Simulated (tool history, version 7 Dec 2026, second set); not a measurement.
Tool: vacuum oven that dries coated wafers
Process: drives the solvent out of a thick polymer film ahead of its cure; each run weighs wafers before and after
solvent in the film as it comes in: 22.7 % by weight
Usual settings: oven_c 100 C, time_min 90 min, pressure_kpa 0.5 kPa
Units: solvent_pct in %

run   hour  oven_c  time_min  pressure_kpa  solvent_pct
  1      0     100        90           0.5         4.98
  2   13.5     100        90           0.5         4.91
  3   31.2     100        90           0.5         4.96
  4   47.8     100        90           0.5         5.02
  5     63     100        69           0.5         6.75
  6   77.6     100        69           0.5         6.68
  7   96.2     112       112         0.482         1.21
  8    115     112       112         0.482         1.31
  9  131.3      90        94         1.259         7.84
 10  140.6      89        53         0.446        11.44

Taken out of this log: 1 entry between the listed runs. Where each belongs, and how the hidden state differs across it:
Between runs 7 and 8: vacuum gauge cleaned of residue and calibrated (hour 99)
  true wafer temperature over the reading, C: 0.52 -> 0.53; true pressure over the reading, kPa: 0.143 -> 0.239
  measured less the result without the state, solvent_pct: -0.05 -> -0.04 %

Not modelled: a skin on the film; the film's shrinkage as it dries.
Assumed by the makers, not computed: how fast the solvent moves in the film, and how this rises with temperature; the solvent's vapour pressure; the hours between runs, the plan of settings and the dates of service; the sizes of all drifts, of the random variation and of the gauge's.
